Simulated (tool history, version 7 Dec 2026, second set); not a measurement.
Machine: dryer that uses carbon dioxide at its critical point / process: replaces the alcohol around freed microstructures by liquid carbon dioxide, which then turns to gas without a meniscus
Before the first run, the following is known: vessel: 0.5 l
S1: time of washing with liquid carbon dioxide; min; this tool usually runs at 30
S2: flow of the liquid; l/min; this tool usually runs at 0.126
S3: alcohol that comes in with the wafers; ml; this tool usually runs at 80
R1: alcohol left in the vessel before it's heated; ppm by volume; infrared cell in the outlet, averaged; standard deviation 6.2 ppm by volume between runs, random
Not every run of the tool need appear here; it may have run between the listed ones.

| run | hour | S1 | S2 | S3 | R1 |
|---|---|---|---|---|---|
| 1 | 0.0 | 30 | 0.126 | 80 | 293 |
| 2 | 38.4 | 30 | 0.126 | 80 | 288 |
| 3 | 56.8 | 30 | 0.126 | 80 | 302 |
| 4 | 83.1 | 30 | 0.105 | 80 | 832 |
| 5 | 126.2 | 30 | 0.105 | 80 | 860 |
| 6 | 160.6 | 30 | 0.105 | 80 | 854 |
| 7 | 178.8 | 30 | 0.105 | 80 | 843 |
| 8 | 204.8 | 30 | 0.105 | 80 | 870 |
| 9 | 248.5 | 30 | 0.126 | 80 | 323 |
| 10 | 278.8 | 30 | 0.126 | 44 | 188 |
| 11 | 312.7 | 30 | 0.126 | 66 | 275 |
| 12 | 346.9 | 30 | 0.126 | 80 | 325 |
| 13 | 382.3 | 30 | 0.126 | 80 | 329 |
| 14 | 415.6 | 30 | 0.126 | 80 | 340 |
| 15 | 458.6 | 28 | 0.083 | 28 | 1258 |
| 16 | 492.4 | 28 | 0.114 | 59 | 636 |
| 17 | 529.8 | 28 | 0.114 | 34 | 398 |
| 18 | 557.9 | 28 | 0.092 | 40 | 1255 |
| 19 | 592.8 | 28 | 0.092 | 40 | 1229 |
| 20 | 635.4 | 28 | 0.145 | 40 | 148 |
| 21 | 662.4 | 30 | 0.194 | 48 | 60 |
| 22 | 698.9 | 19 | 0.106 | 32 | 2421 |
| 23 | 743.5 | 41 | 0.107 | 38 | 111 |
| 24 | 779.0 | 34 | 0.082 | 80 | 1859 |
| 25 | 813.8 | 34 | 0.082 | 80 | 1881 |
| 26 | 844.4 | 22 | 0.126 | 24 | 575 |
| 27 | 881.2 | 22 | 0.104 | 24 | 1241 |

Each row is a separate what-if for the run after 27, all from the same tool condition, not one after another. Results?
| A | 924.7 | 26 | 0.085 | 37 | ? |
| B | 924.7 | 23 | 0.191 | 43 | ? |
| C | 924.7 | 26 | 0.113 | 30 | ? |

| run | R1 |
|---|---|
| A | 2192 |
| B | 114 |
| C | 578 |
With the hidden condition removed and each run's random variation left untouched, the same runs would have given:
| run | R1 |
|---|---|
| A | 1767 |
| B | 37 |
| C | 401 |

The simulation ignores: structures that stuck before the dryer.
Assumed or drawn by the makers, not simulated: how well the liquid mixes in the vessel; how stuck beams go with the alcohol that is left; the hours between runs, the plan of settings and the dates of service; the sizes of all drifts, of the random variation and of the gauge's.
